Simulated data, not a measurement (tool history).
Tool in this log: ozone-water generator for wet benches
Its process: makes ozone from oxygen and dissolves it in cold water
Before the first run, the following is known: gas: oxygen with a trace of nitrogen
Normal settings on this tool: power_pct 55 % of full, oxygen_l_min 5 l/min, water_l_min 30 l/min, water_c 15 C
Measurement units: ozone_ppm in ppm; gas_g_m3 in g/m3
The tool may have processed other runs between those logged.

{"run": 1, "hour": 0.0, "power_pct": 55, "oxygen_l_min": 5, "water_l_min": 30, "water_c": 15, "ozone_ppm": 14.5, "gas_g_m3": 226.4}
{"run": 2, "hour": 55.5, "power_pct": 87, "oxygen_l_min": 5, "water_l_min": 30, "water_c": 15, "ozone_ppm": 20.4, "gas_g_m3": 321.5}
{"run": 3, "hour": 112.5, "power_pct": 87, "oxygen_l_min": 5, "water_l_min": 30, "water_c": 15, "ozone_ppm": 20.1, "gas_g_m3": 317.6}
{"run": 4, "hour": 151.8, "power_pct": 55, "oxygen_l_min": 5, "water_l_min": 30, "water_c": 15, "ozone_ppm": 14.5, "gas_g_m3": 226.6}
{"run": 5, "hour": 197.5, "power_pct": 55, "oxygen_l_min": 5, "water_l_min": 30, "water_c": 15, "ozone_ppm": 14.3, "gas_g_m3": 226}
{"run": 6, "hour": 255.9, "power_pct": 55, "oxygen_l_min": 5, "water_l_min": 30, "water_c": 15, "ozone_ppm": 14.2, "gas_g_m3": 225.8}
{"run": 7, "hour": 295.1, "power_pct": 55, "oxygen_l_min": 5, "water_l_min": 30, "water_c": 15, "ozone_ppm": 14.4, "gas_g_m3": 225.5}
{"run": 8, "hour": 328.1, "power_pct": 47, "oxygen_l_min": 5, "water_l_min": 30, "water_c": 15, "ozone_ppm": 12.7, "gas_g_m3": 201.9}
{"run": 9, "hour": 389.7, "power_pct": 47, "oxygen_l_min": 5, "water_l_min": 30, "water_c": 15, "ozone_ppm": 12.7, "gas_g_m3": 202.7}
{"run": 10, "hour": 425.8, "power_pct": 47, "oxygen_l_min": 5, "water_l_min": 30, "water_c": 15, "ozone_ppm": 13.2, "gas_g_m3": 201.7}
{"run": 11, "hour": 474.8, "power_pct": 47, "oxygen_l_min": 5, "water_l_min": 30, "water_c": 15, "ozone_ppm": 12.8, "gas_g_m3": 202}
{"run": 12, "hour": 541.6, "power_pct": 55, "oxygen_l_min": 5, "water_l_min": 30, "water_c": 15, "ozone_ppm": 14.5, "gas_g_m3": 227.6}
{"run": 13, "hour": 608.0, "power_pct": 55, "oxygen_l_min": 5, "water_l_min": 30, "water_c": 15, "ozone_ppm": 14.4, "gas_g_m3": 228.4}
{"run": 14, "hour": 666.6, "power_pct": 55, "oxygen_l_min": 5, "water_l_min": 30, "water_c": 15, "ozone_ppm": 14.3, "gas_g_m3": 227.1}
{"run": 15, "hour": 717.6, "power_pct": 55, "oxygen_l_min": 5, "water_l_min": 29, "water_c": 15, "ozone_ppm": 14.9, "gas_g_m3": 226.3}
{"run": 16, "hour": 788.5, "power_pct": 55, "oxygen_l_min": 5, "water_l_min": 30, "water_c": 15, "ozone_ppm": 14.6, "gas_g_m3": 227.6}
{"run": 17, "hour": 832.1, "power_pct": 55, "oxygen_l_min": 5, "water_l_min": 30, "water_c": 15, "ozone_ppm": 14.5, "gas_g_m3": 225.5}

Run 18 is up next; what results do you expect?
{"run": 18, "hour": 871.1, "power_pct": 50, "oxygen_l_min": 5, "water_l_min": 30, "water_c": 15, "ozone_ppm": "?", "gas_g_m3": "?"}

{"run 18": {"ozone_ppm": 13.1, "gas_g_m3": 211.5}}
With the hidden condition absent and the run-to-run variation left alone, this run would have shown ozone_ppm 13.1 ppm, gas_g_m3 211.7 g/m3.
